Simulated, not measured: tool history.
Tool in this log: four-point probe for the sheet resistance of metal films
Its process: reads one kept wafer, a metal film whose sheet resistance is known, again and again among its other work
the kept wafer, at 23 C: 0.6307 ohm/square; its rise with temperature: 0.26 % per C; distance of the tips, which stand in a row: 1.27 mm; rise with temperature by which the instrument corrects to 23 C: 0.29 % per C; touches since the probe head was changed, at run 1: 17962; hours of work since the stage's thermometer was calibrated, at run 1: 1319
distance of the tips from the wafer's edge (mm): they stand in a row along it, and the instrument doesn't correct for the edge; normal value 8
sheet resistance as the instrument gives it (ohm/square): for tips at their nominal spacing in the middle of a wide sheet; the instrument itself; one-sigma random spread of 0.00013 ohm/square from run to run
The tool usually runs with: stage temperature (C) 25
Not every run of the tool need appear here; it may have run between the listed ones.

run,hour,stage temperature (C),distance of the tips from the wafer's edge (mm),touches since the probe head was changed,hours of work since the stage's thermometer was calibrated,sheet resistance as the instrument gives it (ohm/square)
1,0.0,25,8,17962,1319,0.638665
2,20.6,25,8,19247,1333,0.638689
3,33.9,25,8,20082,1343,0.639033
4,60.0,25,8,21712,1362,0.639016
5,75.4,25,8,22674,1373,0.638870
6,88.2,25,8,23474,1382,0.638756
7,112.5,25,8,24986,1400,0.639055
8,127.0,26,8,25892,1410,0.638557
9,139.9,26,27,26699,1420,0.630993
10,156.3,25,61,27722,1432,0.630646
11,178.5,25,61,29109,1448,0.630541
12,196.9,25,61,30262,1461,0.630483
13,219.3,25,61,31657,1477,0.630514
14,244.2,25,61,33212,1495,0.630493
15,258.0,25,61,34078,1505,0.630495
16,272.6,25,61,34988,1516,0.630576
17,288.9,25,61,36004,1527,0.630678
18,306.9,25,61,37130,1540,0.630318
19,324.9,25,61,38252,1553,0.630705
# hour 347.2: stage's thermometer calibrated
20,350.5,25,61,39825,2,0.630422
21,370.7,19,8,41085,17,0.639882
22,396.8,19,8,42712,36,0.640040
23,420.0,25,22,44160,53,0.631906
24,438.4,21,48,45315,66,0.631286
25,459.1,21,4,46608,81,0.663517
26,484.8,21,4,48210,99,0.663486
27,497.1,34,8,48976,108,0.637126
28,518.7,21,3,50330,124,0.685994
29,532.2,21,3,51170,134,0.686244
30,555.6,21,32,52634,151,0.631595
31,568.7,25,5,53449,160,0.651448
32,587.9,19,6,54647,174,0.646378
33,611.0,28,8,56091,191,0.638279
34,634.3,32,13,57546,207,0.632271
35,658.5,32,13,59060,225,0.632395
36,681.9,32,13,60519,242,0.632466
37,707.4,32,13,62112,260,0.632152
38,734.1,32,13,63780,279,0.632456
39,753.7,18,41,65008,294,0.632116
40,766.7,32,14,65817,303,0.631840
41,781.0,23,50,66713,313,0.631100
42,803.0,23,50,68087,329,0.630846
43,824.0,21,4,69394,344,0.663379
44,836.9,22,12,70203,354,0.634598
45,848.9,19,16,70952,362,0.633459

For each entry between runs, how does the tool's hidden state at the last listed run before it compare with that at the first listed run after it?
From run 19 to run 20: stage's thermometer calibrated (hour 347.2)
  wafer's true temperature over the reading, C: 0.01 -> 0
